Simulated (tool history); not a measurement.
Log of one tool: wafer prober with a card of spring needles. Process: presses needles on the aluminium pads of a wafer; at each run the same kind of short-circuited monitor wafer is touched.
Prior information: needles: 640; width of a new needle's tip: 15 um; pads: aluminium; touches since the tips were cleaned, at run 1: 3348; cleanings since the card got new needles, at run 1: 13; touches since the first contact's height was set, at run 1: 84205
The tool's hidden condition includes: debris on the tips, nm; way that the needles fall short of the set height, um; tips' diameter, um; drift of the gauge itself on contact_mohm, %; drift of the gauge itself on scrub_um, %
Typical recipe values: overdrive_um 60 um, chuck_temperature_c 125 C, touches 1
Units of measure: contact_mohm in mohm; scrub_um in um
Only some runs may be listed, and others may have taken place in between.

run,hour,overdrive_um,chuck_temperature_c,touches,touches since the tips were cleaned,cleanings since the card got new needles,touches since the first contact's height was set,contact_mohm,scrub_um
1,0,60,125,1,3348,13,84205,259,12.52
# hour 10.5: tips cleaned on abrasive film
2,27.4,60,125,1,4163,14,90928,265,12.34
# hour 34.9: tips cleaned on abrasive film
# hour 60.1: tips cleaned on abrasive film
3,61,60,125,1,210,16,99133,162,12.41
# hour 83.5: tips cleaned on abrasive film
4,94.8,60,125,1,2777,17,107432,245,12.35
# hour 108.7: tips cleaned on abrasive film
# hour 133: tips cleaned on abrasive film
5,138.5,60,38,1,1363,19,118146,214,12.39
# hour 157.9: tips cleaned on abrasive film
6,168.6,60,125,3,2643,20,125531,184,12.3
# hour 181.9: tips cleaned on abrasive film
# hour 206: tips cleaned on abrasive film
7,215.4,60,125,1,2327,22,136995,238,12.28
# hour 230.7: tips cleaned on abrasive film
8,249.6,49,125,1,4659,23,145389,329,9.89
# hour 253.8: tips cleaned on abrasive film
# hour 278.2: tips cleaned on abrasive film
9,294.6,49,125,1,4031,25,156404,340,9.83
# hour 302.2: tips cleaned on abrasive film
# hour 326.2: tips cleaned on abrasive film
10,335.4,49,125,1,2259,27,166396,299,9.86
# hour 350.3: tips cleaned on abrasive film
11,359.7,60,125,2,2316,28,172348,203,12.13
# hour 376.1: tips cleaned on abrasive film
12,391.3,60,125,2,3730,29,180091,222,12.18
# hour 398.9: tips cleaned on abrasive film
# hour 423.5: tips cleaned on abrasive film
13,435.5,42,54,1,2956,31,190939,394,8.35
# hour 449.1: tips cleaned on abrasive film
14,458.6,56,54,2,2333,32,196595,211,11.28
# hour 461.6: height of the first contact set anew
# hour 473.4: tips cleaned on abrasive film
# hour 498: tips cleaned on abrasive film
15,510.7,60,71,1,3117,34,12029,284,11.74
# hour 520.7: tips cleaned on abrasive film
16,532.2,40,40,1,2813,35,17295,451,7.4

Expected results for the next run?
# hour 546.2: tips cleaned on abrasive film
17,562.2,40,40,1,3941,36,24659,?,?

{"run 17": {"contact_mohm": 512, "scrub_um": 7.4}}
With the hidden condition absent and the run-to-run variation left alone, this run would have shown contact_mohm 137 mohm, scrub_um 8.36 um.
